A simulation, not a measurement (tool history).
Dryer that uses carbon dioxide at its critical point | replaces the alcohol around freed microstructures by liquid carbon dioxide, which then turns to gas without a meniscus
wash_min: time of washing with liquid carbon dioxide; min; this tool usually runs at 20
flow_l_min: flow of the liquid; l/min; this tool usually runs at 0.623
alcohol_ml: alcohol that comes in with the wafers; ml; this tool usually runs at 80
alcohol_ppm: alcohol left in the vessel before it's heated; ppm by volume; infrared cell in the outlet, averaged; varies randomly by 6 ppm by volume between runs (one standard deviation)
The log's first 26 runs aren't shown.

| run | hour | wash_min | flow_l_min | alcohol_ml | hours of work since the filter was changed | hours of work since the purifier's bed was changed | alcohol_ppm |
|---|---|---|---|---|---|---|---|
| 27 | 1349.0 | 15 | 0.660 | 56 | 269 | 1316 | 687 |
| 28 | 1388.1 | 15 | 0.660 | 56 | 296 | 1343 | 701 |
| 29 | 1439.9 | 25 | 0.642 | 69 | 332 | 1380 | 237 |
| 30 | 1490.6 | 25 | 0.446 | 104 | 368 | 1415 | 758 |
| 31 | 1523.5 | 17 | 0.536 | 104 | 391 | 1438 | 1514 |
| 32 | 1571.4 | 17 | 0.536 | 104 | 424 | 1471 | 1551 |
|  | 1583.3 | purifier's bed changed |
| 33 | 1629.4 | 20 | 0.623 | 80 | 463 | 32 | 296 |
| 34 | 1690.3 | 20 | 0.400 | 56 | 505 | 75 | 1175 |
| 35 | 1721.7 | 28 | 0.400 | 107 | 527 | 97 | 628 |
| 36 | 1759.6 | 30 | 0.924 | 107 | 554 | 123 | 18 |
|  | 1771.1 | inlet filter changed |
| 37 | 1810.7 | 29 | 0.766 | 93 | 28 | 158 | 22 |
| 38 | 1857.2 | 29 | 0.766 | 93 | 60 | 191 | 36 |
| 39 | 1914.7 | 16 | 0.623 | 79 | 100 | 231 | 703 |
| 40 | 1954.3 | 16 | 0.623 | 79 | 128 | 258 | 700 |

Run 41 comes next. What will it give?
| 41 | 2020.1 | 23 | 0.957 | 68 | 174 | 304 | ? |

Logged for run 41: alcohol_ppm 45 ppm by volume.
With the hidden condition absent and the run-to-run variation left alone, this run would have shown alcohol_ppm 3 ppm by volume.

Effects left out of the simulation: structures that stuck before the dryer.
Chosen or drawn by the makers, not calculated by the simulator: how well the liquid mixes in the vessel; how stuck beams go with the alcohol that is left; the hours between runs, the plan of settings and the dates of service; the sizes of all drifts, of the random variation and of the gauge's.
